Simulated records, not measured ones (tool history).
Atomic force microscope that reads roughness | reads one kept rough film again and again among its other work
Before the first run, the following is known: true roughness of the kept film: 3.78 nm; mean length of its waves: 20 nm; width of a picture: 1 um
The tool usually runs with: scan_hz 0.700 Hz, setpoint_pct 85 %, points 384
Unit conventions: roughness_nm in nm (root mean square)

Run 1, hour 0.0: usual settings. Result: roughness_nm 2.636 nm (root mean square).
Run 2, hour 41.6: usual settings but points 314. Result: roughness_nm 2.609 nm (root mean square).
Run 3, hour 80.8: usual settings but points 314. Result: roughness_nm 2.617 nm (root mean square).
Run 4, hour 111.3: usual settings but points 314. Result: roughness_nm 2.610 nm (root mean square).
Run 5, hour 140.3: usual settings. Result: roughness_nm 2.659 nm (root mean square).
Run 6, hour 176.7: usual settings. Result: roughness_nm 2.637 nm (root mean square).
Run 7, hour 209.4: usual settings. Result: roughness_nm 2.641 nm (root mean square).
Run 8, hour 234.7: usual settings. Result: roughness_nm 2.656 nm (root mean square).
Run 9, hour 273.6: usual settings but scan_hz 3.941 Hz, setpoint_pct 76 %, points 331. Result: roughness_nm 2.455 nm (root mean square).
Run 10, hour 296.2: usual settings but scan_hz 1.605 Hz. Result: roughness_nm 2.536 nm (root mean square).
Run 11, hour 318.7: usual settings but scan_hz 1.605 Hz. Result: roughness_nm 2.583 nm (root mean square).
Run 12, hour 339.4: usual settings but scan_hz 1.605 Hz. Result: roughness_nm 2.553 nm (root mean square).

Withheld: 6 entries from between the runs. Position of each, and hidden state at the listed run before versus the listed run after:
Logged between run 2 and run 3: new tip fitted (hour 51.0)
  no hidden state differs between the two runs
Logged between run 3 and run 4: new tip fitted (hour 102.5)
  radius of the tip, nm: 10.1 -> 10
Logged between run 5 and run 6: new tip fitted (hour 153.3)
  radius of the tip, nm: 10.1 -> 10
Logged between run 6 and run 7: new tip fitted (hour 204.3)
  no hidden state differs between the two runs
Logged between run 8 and run 9: new tip fitted (hour 255.7)
  radius of the tip, nm: 10.1 -> 10
Logged between run 10 and run 11: new tip fitted (hour 307.1)
  radius of the tip, nm: 10.1 -> 10
